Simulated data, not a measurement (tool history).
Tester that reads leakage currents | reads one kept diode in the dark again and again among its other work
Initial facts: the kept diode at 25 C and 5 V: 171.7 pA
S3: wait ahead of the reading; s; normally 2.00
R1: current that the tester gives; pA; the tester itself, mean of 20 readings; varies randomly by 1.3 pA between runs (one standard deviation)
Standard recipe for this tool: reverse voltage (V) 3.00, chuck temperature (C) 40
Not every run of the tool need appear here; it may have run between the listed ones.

Run 1, hour 0.0: usual settings. Result: R1 441.33 pA.
Run 2, hour 38.5: usual settings. Result: R1 441.44 pA.
Run 3, hour 78.0: usual settings but chuck temperature (C) 37. Result: R1 357.08 pA.
Run 4, hour 139.7: usual settings but chuck temperature (C) 37. Result: R1 355.79 pA.
Run 5, hour 200.4: usual settings but chuck temperature (C) 37. Result: R1 355.40 pA.
Run 6, hour 267.7: usual settings but chuck temperature (C) 37, S3 0.78 s. Result: R1 353.15 pA.
Run 7, hour 308.9: usual settings but chuck temperature (C) 37, S3 0.78 s. Result: R1 355.71 pA.
Run 8, hour 381.7: usual settings but chuck temperature (C) 37, S3 0.78 s. Result: R1 352.80 pA.
Run 9, hour 436.5: usual settings but reverse voltage (V) 2.20, chuck temperature (C) 37, S3 0.78 s. Result: R1 322.05 pA.
Run 10, hour 511.2: usual settings but reverse voltage (V) 2.20, chuck temperature (C) 37, S3 0.78 s. Result: R1 321.68 pA.
Run 11, hour 569.8: usual settings but S3 0.43 s. Result: R1 437.26 pA.
Run 12, hour 621.7: usual settings but S3 0.99 s. Result: R1 435.82 pA.
At hour 631.4: probe card cleaned and baked.
Run 13, hour 696.6: usual settings. Result: R1 427.93 pA.
Run 14, hour 749.8: usual settings. Result: R1 428.21 pA.
Run 15, hour 834.9: usual settings. Result: R1 426.03 pA.
Run 16, hour 908.8: usual settings. Result: R1 424.73 pA.
Run 17, hour 963.3: usual settings. Result: R1 425.06 pA.
Run 18, hour 1031.4: usual settings but reverse voltage (V) 1.93. Result: R1 373.94 pA.
Run 19, hour 1095.8: usual settings but reverse voltage (V) 1.93. Result: R1 369.06 pA.
Run 20, hour 1135.3: usual settings but reverse voltage (V) 1.93. Result: R1 370.43 pA.
At hour 1165.7: chuck's temperature calibrated.
Run 21, hour 1228.8: usual settings but reverse voltage (V) 1.93, chuck temperature (C) 55, S3 2.02 s. Result: R1 1051.40 pA.
Run 22, hour 1318.3: usual settings but reverse voltage (V) 6.69, S3 2.10 s. Result: R1 555.68 pA.
Run 23, hour 1385.3: usual settings but reverse voltage (V) 6.69, S3 2.10 s. Result: R1 556.09 pA.
Run 24, hour 1436.4: usual settings but reverse voltage (V) 6.69, S3 2.10 s. Result: R1 552.96 pA.
Run 25, hour 1481.2: usual settings but reverse voltage (V) 1.20, S3 5.57 s. Result: R1 328.77 pA.
Run 26, hour 1523.8: usual settings but S3 0.46 s. Result: R1 434.97 pA.
Run 27, hour 1602.0: usual settings but S3 0.46 s. Result: R1 435.87 pA.
Run 28, hour 1670.4: usual settings but S3 0.46 s. Result: R1 433.74 pA.
Run 29, hour 1756.6: usual settings but S3 0.46 s. Result: R1 431.42 pA.
Run 30, hour 1824.7: usual settings but S3 0.46 s. Result: R1 431.16 pA.
Run 31, hour 1890.5: usual settings but S3 0.37 s. Result: R1 432.97 pA.
Run 32, hour 1978.7: usual settings but chuck temperature (C) 22, S3 6.70 s. Result: R1 113.39 pA.
Run 33, hour 2050.2: usual settings but reverse voltage (V) 4.96, S3 1.17 s. Result: R1 499.09 pA.
Run 34, hour 2131.3: usual settings but reverse voltage (V) 19.19, chuck temperature (C) 32, S3 8.29 s. Result: R1 432.24 pA.
Run 35, hour 2176.5: usual settings but reverse voltage (V) 2.31, chuck temperature (C) 24, S3 1.05 s. Result: R1 121.90 pA.
Run 36, hour 2230.3: usual settings but reverse voltage (V) 8.00, chuck temperature (C) 24, S3 1.05 s. Result: R1 182.75 pA.
Run 37, hour 2270.4: usual settings but reverse voltage (V) 10.14, chuck temperature (C) 22, S3 1.05 s. Result: R1 170.13 pA.
Run 38, hour 2354.2: usual settings but chuck temperature (C) 21, S3 2.58 s. Result: R1 104.65 pA.
Run 39, hour 2432.9: usual settings but reverse voltage (V) 6.37, S3 3.84 s. Result: R1 532.45 pA.

Predict each of these 5 candidate next runs independently; none follows another, all start after run 39:
Run A, hour 2480.3: usual settings but reverse voltage (V) 1.15, chuck temperature (C) 37, S3 4.31 s. Result: R1 ?.
Run B, hour 2480.3: usual settings but reverse voltage (V) 6.37, chuck temperature (C) 21, S3 3.84 s. Result: R1 ?.
Run C, hour 2480.3: usual settings but reverse voltage (V) 9.86, chuck temperature (C) 32, S3 5.22 s. Result: R1 ?.
Run D, hour 2480.3: usual settings but reverse voltage (V) 6.70, chuck temperature (C) 31, S3 8.26 s. Result: R1 ?.
Run E, hour 2480.3: usual settings but reverse voltage (V) 3.11, chuck temperature (C) 22, S3 2.56 s. Result: R1 ?.

run      R1
  A  254.13
  B  132.87
  C  346.37
  D  284.87
  E  113.86
Stripped of hidden state, with their random variation kept, the same runs would have yielded:
run      R1
  A  269.37
  B  135.34
  C  358.80
  D  296.67
  E  118.41
